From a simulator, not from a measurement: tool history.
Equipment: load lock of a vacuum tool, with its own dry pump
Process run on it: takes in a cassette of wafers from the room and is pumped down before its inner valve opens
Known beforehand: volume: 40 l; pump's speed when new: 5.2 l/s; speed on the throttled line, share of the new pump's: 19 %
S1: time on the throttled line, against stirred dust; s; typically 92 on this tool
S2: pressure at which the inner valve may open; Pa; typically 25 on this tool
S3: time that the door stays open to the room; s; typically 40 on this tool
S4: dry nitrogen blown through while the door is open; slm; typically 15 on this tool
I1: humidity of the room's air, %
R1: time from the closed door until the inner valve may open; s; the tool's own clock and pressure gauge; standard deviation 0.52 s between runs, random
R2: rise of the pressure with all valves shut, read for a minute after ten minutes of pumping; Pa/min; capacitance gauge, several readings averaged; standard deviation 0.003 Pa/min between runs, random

run 1 day=0.000 | S1=92 S2=25 S3=40 S4=15 | I1=45.6 | R1=139.4 R2=0.024
run 2 day=12.104 | S1=92 S2=25 S3=40 S4=15 | I1=44.7 | R1=139.7 R2=0.027
run 3 day=34.417 | S1=92 S2=25 S3=40 S4=15 | I1=46.6 | R1=138.6 R2=0.028
run 4 day=51.917 | S1=92 S2=25 S3=40 S4=15 | I1=46.0 | R1=138.6 R2=0.027
run 5 day=78.212 | S1=92 S2=25 S3=40 S4=15 | I1=46.9 | R1=138.9 R2=0.024
run 6 day=102.754 | S1=92 S2=25 S3=40 S4=15 | I1=46.6 | R1=139.4 R2=0.030
run 7 day=127.904 | S1=92 S2=25 S3=40 S4=15 | I1=43.9 | R1=139.0 R2=0.023
-- day=151.188 dry pump taken out, an overhauled one fitted
run 8 day=151.188 | S1=74 S2=38 S3=40 S4=15 | I1=40.6 | R1=121.7 R2=0.022
run 9 day=175.308 | S1=74 S2=38 S3=40 S4=15 | I1=42.2 | R1=120.5 R2=0.025
run 10 day=188.229 | S1=168 S2=20 S3=80 S4=6 | I1=42.0 | R1=202.0 R2=0.046
run 11 day=200.154 | S1=158 S2=25 S3=40 S4=15 | I1=45.5 | R1=193.0 R2=0.028
run 12 day=222.000 | S1=158 S2=25 S3=40 S4=15 | I1=47.6 | R1=193.0 R2=0.026

Predict each of these 3 candidate next runs independently; none follows another, all start after run 12:
run A day=236.408 | S1=116 S2=25 S3=40 S4=9 | I1=43.5 | R1=? R2=?
run B day=236.408 | S1=145 S2=25 S3=40 S4=15 | I1=48.7 | R1=? R2=?
run C day=236.408 | S1=74 S2=25 S3=40 S4=4 | I1=41.7 | R1=? R2=?

run=A R1=157.9 R2=0.030
run=B R1=182.7 R2=0.025
run=C R1=123.5 R2=0.041
With no hidden state in the tool, these same runs would have given:
run=A R1=157.9 R2=0.029
run=B R1=182.7 R2=0.024
run=C R1=123.5 R2=0.039

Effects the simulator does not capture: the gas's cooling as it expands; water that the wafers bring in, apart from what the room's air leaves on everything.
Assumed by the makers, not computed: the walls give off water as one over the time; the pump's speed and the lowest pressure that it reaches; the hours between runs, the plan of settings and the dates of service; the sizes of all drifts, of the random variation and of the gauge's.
